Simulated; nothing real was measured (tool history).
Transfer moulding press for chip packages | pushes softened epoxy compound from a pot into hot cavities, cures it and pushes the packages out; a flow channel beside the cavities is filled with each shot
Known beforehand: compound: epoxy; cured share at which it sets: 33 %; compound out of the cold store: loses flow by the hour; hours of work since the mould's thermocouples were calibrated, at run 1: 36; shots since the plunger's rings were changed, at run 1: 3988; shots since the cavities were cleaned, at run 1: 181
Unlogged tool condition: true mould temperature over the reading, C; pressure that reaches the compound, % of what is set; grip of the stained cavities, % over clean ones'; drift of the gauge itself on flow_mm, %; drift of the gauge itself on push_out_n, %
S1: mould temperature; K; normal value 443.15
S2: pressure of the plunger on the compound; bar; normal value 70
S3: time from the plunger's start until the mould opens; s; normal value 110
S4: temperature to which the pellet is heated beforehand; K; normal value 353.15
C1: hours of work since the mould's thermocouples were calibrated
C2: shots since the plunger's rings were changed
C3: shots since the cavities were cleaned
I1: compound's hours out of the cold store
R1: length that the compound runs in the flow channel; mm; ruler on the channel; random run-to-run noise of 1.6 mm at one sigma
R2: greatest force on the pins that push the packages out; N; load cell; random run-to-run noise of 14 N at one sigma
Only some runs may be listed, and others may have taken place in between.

| run | hour | S1 | S2 | S3 | S4 | C1 | C2 | C3 | I1 | R1 | R2 |
|---|---|---|---|---|---|---|---|---|---|---|---|
| 1 | 0 | 443.15 | 70 | 110 | 353.15 | 36 | 3988 | 181 | 24 | 607 | 662 |
| 2 | 80.1 | 443.15 | 70 | 110 | 353.15 | 71 | 4608 | 801 | 24.9 | 604 | 646 |
|  | 101.4 | cavities cleaned with cleaning compound and waxed |
| 3 | 122.2 | 443.15 | 70 | 110 | 353.15 | 88 | 4922 | 161 | 38.9 | 550 | 611 |
| 4 | 171.9 | 443.15 | 70 | 110 | 345.15 | 109 | 5306 | 545 | 40 | 548 | 626 |
|  | 211.1 | plunger's sealing rings changed |
|  | 233.4 | cavities cleaned with cleaning compound and waxed |
| 5 | 266.2 | 443.15 | 70 | 110 | 345.15 | 148 | 415 | 254 | 17.9 | 635 | 672 |
| 6 | 321.8 | 443.15 | 70 | 110 | 345.15 | 172 | 845 | 684 | 12 | 656 | 675 |
|  | 360.7 | cavities cleaned with cleaning compound and waxed |
| 7 | 386.7 | 443.15 | 70 | 110 | 345.15 | 200 | 1336 | 202 | 23.5 | 612 | 647 |
| 8 | 431.3 | 443.15 | 70 | 110 | 345.15 | 219 | 1680 | 546 | 29.4 | 586 | 634 |
|  | 486.5 | cavities cleaned with cleaning compound and waxed |
| 9 | 488 | 443.15 | 70 | 110 | 353.15 | 243 | 2107 | 11 | 24.4 | 604 | 638 |
| 10 | 557.3 | 443.15 | 70 | 110 | 353.15 | 272 | 2644 | 548 | 19.8 | 627 | 638 |
|  | 610.9 | cavities cleaned with cleaning compound and waxed |
| 11 | 611.9 | 443.15 | 70 | 110 | 353.15 | 295 | 3054 | 8 | 18.8 | 630 | 643 |
| 12 | 662.9 | 440.15 | 70 | 110 | 353.15 | 317 | 3449 | 403 | 10.3 | 671 | 880 |
| 13 | 723.7 | 443.15 | 70 | 93 | 353.15 | 343 | 3918 | 872 | 22 | 615 | 918 |
|  | 733.5 | cavities cleaned with cleaning compound and waxed |
| 14 | 814.7 | 443.15 | 70 | 93 | 353.15 | 382 | 4611 | 628 | 38.7 | 549 | 904 |
|  | 857.8 | cavities cleaned with cleaning compound and waxed |
| 15 | 893.2 | 448.15 | 54.9 | 110 | 353.15 | 415 | 5207 | 274 | 10.1 | 585 | 520 |
|  | 949.7 | plunger's sealing rings changed |
| 16 | 965.3 | 443.15 | 71.6 | 146 | 343.15 | 445 | 120 | 812 | 19.6 | 635 | 475 |
|  | 983.5 | cavities cleaned with cleaning compound and waxed |
| 17 | 1014.9 | 443.15 | 70 | 135 | 353.15 | 466 | 492 | 243 | 10.3 | 666 | 509 |
| 18 | 1064.4 | 435.15 | 65.8 | 110 | 353.15 | 487 | 875 | 626 | 9.6 | 661 | 1211 |
|  | 1110.6 | cavities cleaned with cleaning compound and waxed |
| 19 | 1135.6 | 435.15 | 65.8 | 110 | 353.15 | 517 | 1414 | 193 | 39.5 | 542 | 1012 |
| 20 | 1186 | 449.15 | 76.6 | 128 | 347.15 | 539 | 1804 | 583 | 36.2 | 581 | 462 |
|  | 1236.9 | cavities cleaned with cleaning compound and waxed |
| 21 | 1277.1 | 449.15 | 76.6 | 128 | 347.15 | 577 | 2497 | 311 | 23 | 634 | 468 |
| 22 | 1328.5 | 449.15 | 76.6 | 128 | 347.15 | 599 | 2895 | 709 | 35.3 | 582 | 460 |
|  | 1361.6 | cavities cleaned with cleaning compound and waxed |
| 23 | 1403.2 | 443.15 | 70 | 100 | 353.15 | 631 | 3461 | 322 | 14.3 | 646 | 828 |
|  | 1484.9 | cavities cleaned with cleaning compound and waxed |
| 24 | 1497 | 442.15 | 70 | 110 | 360.15 | 671 | 4175 | 94 | 46.9 | 523 | 623 |
| 25 | 1537.8 | 443.15 | 70 | 101 | 353.15 | 688 | 4490 | 409 | 30.9 | 579 | 756 |
| 26 | 1599.2 | 443.15 | 70 | 101 | 353.15 | 715 | 4965 | 884 | 22.3 | 608 | 791 |
|  | 1611 | cavities cleaned with cleaning compound and waxed |
| 27 | 1675 | 445.15 | 70 | 110 | 347.15 | 747 | 5540 | 495 | 11.8 | 655 | 579 |
|  | 1684.6 | plunger's sealing rings changed |
|  | 1737.5 | cavities cleaned with cleaning compound and waxed |
| 28 | 1738.3 | 440.15 | 70 | 110 | 354.15 | 772 | 404 | 7 | 29.1 | 590 | 714 |

Below, some changes in R2 between adjacent runs. For each, the amount present without the hidden state too (settings, incoming material, random variation) and the amount remaining for the hidden state with gauge scatter not shared by both compared results:
Run 17 -> 18: S1 443.15 -> 435.15, S2 70 -> 65.8, S3 135 -> 110. R2 +702 N: hidden state +13, all else +689.
Run 18 -> 19: cavities cleaned with cleaning compound and waxed. R2 -199 N: hidden state -10, all else -189.
Run 19 -> 20: S1 435.15 -> 449.15, S2 65.8 -> 76.6, S3 110 -> 128, S4 353.15 -> 347.15. R2 -550 N: hidden state -1, all else -549.

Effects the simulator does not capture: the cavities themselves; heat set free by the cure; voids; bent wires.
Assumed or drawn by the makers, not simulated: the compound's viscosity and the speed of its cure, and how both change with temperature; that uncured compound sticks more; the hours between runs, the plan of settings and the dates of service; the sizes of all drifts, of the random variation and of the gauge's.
